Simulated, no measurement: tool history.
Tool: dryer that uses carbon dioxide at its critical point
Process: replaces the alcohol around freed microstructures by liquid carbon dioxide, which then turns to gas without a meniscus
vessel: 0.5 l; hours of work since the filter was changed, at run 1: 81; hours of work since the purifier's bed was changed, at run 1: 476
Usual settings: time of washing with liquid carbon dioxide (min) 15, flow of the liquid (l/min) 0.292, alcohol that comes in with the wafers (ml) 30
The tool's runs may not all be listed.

run,hour,time of washing with liquid carbon dioxide (min),flow of the liquid (l/min),alcohol that comes in with the wafers (ml),hours of work since the filter was changed,hours of work since the purifier's bed was changed,alcohol left in the vessel before it's heated (ppm by volume)
1,0,15,0.292,30,81,476,129
2,10,15,0.292,30,88,483,130
3,27.4,15,0.292,30,99,494,122
4,39.4,15,0.292,30,107,502,128
5,50.3,15,0.292,30,114,509,135
6,65.9,15,0.292,30,124,520,138
7,81.1,15,0.292,37,134,530,162
8,96.7,15,0.292,37,145,540,159
9,105.4,15,0.292,37,150,546,161
10,123,15,0.292,37,162,557,156
11,139.8,15,0.292,30,173,568,139
12,152.6,15,0.292,63,182,577,267
13,165.3,15,0.292,63,190,585,265
14,174.3,11,0.292,63,196,591,1298
15,186.2,14,0.292,30,204,599,204
16,203.3,15,0.292,30,215,610,141
17,215.1,15,0.292,30,223,618,157
18,228.8,15,0.292,30,232,627,141
19,243.2,15,0.292,30,241,636,155
20,257.4,15,0.292,30,251,646,151
21,270.5,15,0.292,110,259,654,465
22,281,15,0.292,110,266,661,475
23,297.5,15,0.268,44,277,672,329
24,315.8,15,0.354,38,289,684,73
25,325.6,15,0.354,38,296,691,83
26,344.1,15,0.354,38,308,703,81
27,362.4,13,0.418,21,320,715,48
28,376,15,0.368,30,329,724,58
29,390.9,24,0.268,30,339,734,34
30,405.8,24,0.268,30,348,743,37
31,415.5,22,0.19,30,355,750,206
32,432.1,15,0.45,22,366,761,35
33,447.5,15,0.381,72,376,771,95
34,455.9,19,0.443,60,381,776,41
35,469.4,16,0.221,30,390,785,466
36,486.3,16,0.221,30,401,796,468
37,494.4,19,0.292,20,407,802,51
38,504.4,15,0.346,25,413,808,80
39,519.1,10,0.21,44,423,818,4885
40,527.6,10,0.21,44,429,824,4866
41,542.2,10,0.21,44,438,833,4950

The same runs without the tool's hidden state, with the same run-to-run variation:
The hidden state here: flow that reaches the vessel past the clogged filter, %; alcohol in the recycled carbon dioxide, ppm; drift of the gauge itself on alcohol_ppm, %.
run,alcohol left in the vessel before it's heated (ppm by volume)
1,101
2,102
3,93
4,98
5,104
6,106
7,126
8,122
9,122
10,115
11,99
12,211
13,206
14,1130
15,154
16,98
17,111
18,95
19,106
20,102
21,354
22,361
23,246
24,33
25,43
26,40
27,13
28,21
29,1
30,4
31,134
32,1
33,45
34,10
35,332
36,332
37,12
38,34
39,4092
40,4064
41,4121
